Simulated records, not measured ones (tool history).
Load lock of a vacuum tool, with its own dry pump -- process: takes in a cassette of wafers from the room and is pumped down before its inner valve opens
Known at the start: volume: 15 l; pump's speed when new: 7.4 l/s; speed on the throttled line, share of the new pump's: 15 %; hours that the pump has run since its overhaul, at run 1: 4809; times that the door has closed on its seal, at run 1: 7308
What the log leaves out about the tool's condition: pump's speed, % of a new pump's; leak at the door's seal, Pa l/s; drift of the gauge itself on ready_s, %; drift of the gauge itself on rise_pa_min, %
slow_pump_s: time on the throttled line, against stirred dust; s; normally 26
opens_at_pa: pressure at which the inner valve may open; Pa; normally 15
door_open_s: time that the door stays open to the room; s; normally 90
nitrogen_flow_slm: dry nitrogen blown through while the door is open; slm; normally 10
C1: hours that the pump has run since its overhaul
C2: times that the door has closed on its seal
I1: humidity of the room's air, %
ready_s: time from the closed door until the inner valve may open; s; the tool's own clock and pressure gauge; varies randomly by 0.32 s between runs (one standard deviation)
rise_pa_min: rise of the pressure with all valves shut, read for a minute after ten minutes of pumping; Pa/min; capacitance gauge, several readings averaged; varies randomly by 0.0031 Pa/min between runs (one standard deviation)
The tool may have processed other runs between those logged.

run 1 day=0 | slow_pump_s=26 opens_at_pa=15 door_open_s=90 nitrogen_flow_slm=10 | C1=4809 C2=7308 | I1=45.8 | ready_s=42.2 rise_pa_min=0.102
run 2 day=4.354 | slow_pump_s=26 opens_at_pa=15 door_open_s=90 nitrogen_flow_slm=10 | C1=4913 C2=7467 | I1=40 | ready_s=42 rise_pa_min=0.091
run 3 day=9.579 | slow_pump_s=26 opens_at_pa=15 door_open_s=90 nitrogen_flow_slm=10 | C1=5038 C2=7658 | I1=46.3 | ready_s=42 rise_pa_min=0.096
run 4 day=11.929 | slow_pump_s=26 opens_at_pa=15 door_open_s=90 nitrogen_flow_slm=10 | C1=5095 C2=7743 | I1=41.5 | ready_s=42.6 rise_pa_min=0.091
run 5 day=14.304 | slow_pump_s=26 opens_at_pa=15 door_open_s=90 nitrogen_flow_slm=10 | C1=5152 C2=7830 | I1=46.4 | ready_s=42.3 rise_pa_min=0.102
run 6 day=16.642 | slow_pump_s=26 opens_at_pa=15 door_open_s=90 nitrogen_flow_slm=10 | C1=5208 C2=7915 | I1=46.6 | ready_s=42.2 rise_pa_min=0.101
run 7 day=21.517 | slow_pump_s=26 opens_at_pa=15 door_open_s=90 nitrogen_flow_slm=10 | C1=5325 C2=8093 | I1=42.4 | ready_s=42.2 rise_pa_min=0.093
run 8 day=25.1 | slow_pump_s=26 opens_at_pa=15 door_open_s=90 nitrogen_flow_slm=10 | C1=5411 C2=8224 | I1=40.6 | ready_s=42.6 rise_pa_min=0.094
run 9 day=29.3 | slow_pump_s=23 opens_at_pa=13 door_open_s=144 nitrogen_flow_slm=5 | C1=5512 C2=8377 | I1=47.5 | ready_s=40 rise_pa_min=0.158
run 10 day=32 | slow_pump_s=23 opens_at_pa=13 door_open_s=144 nitrogen_flow_slm=5 | C1=5577 C2=8476 | I1=43.1 | ready_s=39.8 rise_pa_min=0.148
run 11 day=37.075 | slow_pump_s=26 opens_at_pa=10 door_open_s=90 nitrogen_flow_slm=10 | C1=5698 C2=8661 | I1=45.7 | ready_s=43.8 rise_pa_min=0.102
run 12 day=39.629 | slow_pump_s=49 opens_at_pa=15 door_open_s=90 nitrogen_flow_slm=10 | C1=5760 C2=8754 | I1=47.6 | ready_s=60.6 rise_pa_min=0.1
run 13 day=43.733 | slow_pump_s=49 opens_at_pa=15 door_open_s=90 nitrogen_flow_slm=10 | C1=5858 C2=8904 | I1=43.3 | ready_s=61.1 rise_pa_min=0.099

What does the tool deliver on the next run?
run 14 day=48.179 | slow_pump_s=41 opens_at_pa=15 door_open_s=60 nitrogen_flow_slm=10 | C1=5965 C2=9066 | I1=45.3 | ready_s=? rise_pa_min=?

ready_s: 55.3 s
rise_pa_min: 0.085 Pa/min
Minus the tool's unlogged condition, the same run would have read ready_s 53.4 s, rise_pa_min 0.073 Pa/min.
